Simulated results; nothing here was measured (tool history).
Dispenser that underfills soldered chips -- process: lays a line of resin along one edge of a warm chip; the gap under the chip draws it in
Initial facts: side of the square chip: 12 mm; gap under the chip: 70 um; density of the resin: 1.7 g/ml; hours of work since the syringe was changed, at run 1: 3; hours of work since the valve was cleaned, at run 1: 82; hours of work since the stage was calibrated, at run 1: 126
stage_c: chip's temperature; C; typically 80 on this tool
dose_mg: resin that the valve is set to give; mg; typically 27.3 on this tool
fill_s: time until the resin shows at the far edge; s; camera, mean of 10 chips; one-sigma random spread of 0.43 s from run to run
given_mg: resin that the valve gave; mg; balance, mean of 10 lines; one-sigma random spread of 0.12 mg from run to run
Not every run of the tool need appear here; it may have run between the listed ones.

run  hour  stage_c  dose_mg  hours of work since the syringe was changed  hours of work since the valve was cleaned  hours of work since the stage was calibrated  fill_s  given_mg
  1     0       80     27.3                                            3                                         82                                           126    33.3     25.69
  2   2.3       80     23.8                                            5                                         84                                           128    36.8     22.49
      6.2  -- new syringe of resin
  3   6.3       80     23.8                                            0                                         86                                           131    31.5     22.45
  4  10.4       80     23.8                                            3                                         89                                           134    34.9     22.52
  5  13.1       80     27.3                                            5                                         92                                           136    36.3     25.54
  6  16.3       80     27.3                                            8                                         94                                           138    39.2     25.49
       17  -- new syringe of resin
  7  20.9       79     27.3                                            3                                         97                                           142    33.7     25.54
     25.8  -- dispensing valve cleaned and set on the balance
  8  26.4       79     28.8                                            6                                          0                                           145    37.4     28.75
     28.5  -- new syringe of resin
  9  31.2       79     28.8                                            2                                          4                                           148    32.1      28.8
 10  35.8       80     32.1                                            6                                          7                                           152    34.5     31.89
     39.3  -- new syringe of resin
 11  40.1       65       30                                            1                                         10                                           155    53.7     29.91
 12  43.8       90     35.1                                            3                                         13                                           158    22.6     34.71
 13  46.3       80     27.8                                            5                                         15                                           160      36     27.61
     50.1  -- new syringe of resin
 14    51       75     30.9                                            1                                         19                                           163    37.4     30.55
 15  54.3       75     30.9                                            3                                         21                                           166    39.9     30.58
 16  57.5       75     30.9                                            6                                         23                                           168    43.7     30.42
     60.7  -- new syringe of resin
 17    62       75     30.9                                            1                                         27                                           171    36.9     30.26
 18  66.2       66     29.2                                            4                                         30                                           174    58.6     28.66
 19  68.7       66     29.2                                            6                                         32                                           176    63.4     28.69

Measured less the same run without the tool's hidden state. The same run-to-run variation is in both; the gauge's scatter may not be:
Unlogged tool condition in this case: resin's viscosity, % of fresh resin's; dose that the valve gives, % of what is set; true chip temperature over the reading, C; drift of the gauge itself on fill_s, %; drift of the gauge itself on given_mg, %.
run  fill_s  given_mg
  1    +3.3      -1.6
  2    +5.9     -1.42
  3    +0.4     -1.46
  4    +3.9     -1.52
  5    +6.1     -1.78
  6    +9.2     -1.81
  7    +2.8     -1.86
  8    +6.6     -0.01
  9    +1.2     -0.07
 10      +5     -0.16
 11    +0.4     -0.22
 12    +2.3     -0.32
 13    +5.6     -0.29
 14    +0.5     -0.38
 15    +3.7     -0.44
 16    +7.2     -0.48
 17    +0.2     -0.56
 18    +6.4     -0.58
 19   +10.5     -0.63

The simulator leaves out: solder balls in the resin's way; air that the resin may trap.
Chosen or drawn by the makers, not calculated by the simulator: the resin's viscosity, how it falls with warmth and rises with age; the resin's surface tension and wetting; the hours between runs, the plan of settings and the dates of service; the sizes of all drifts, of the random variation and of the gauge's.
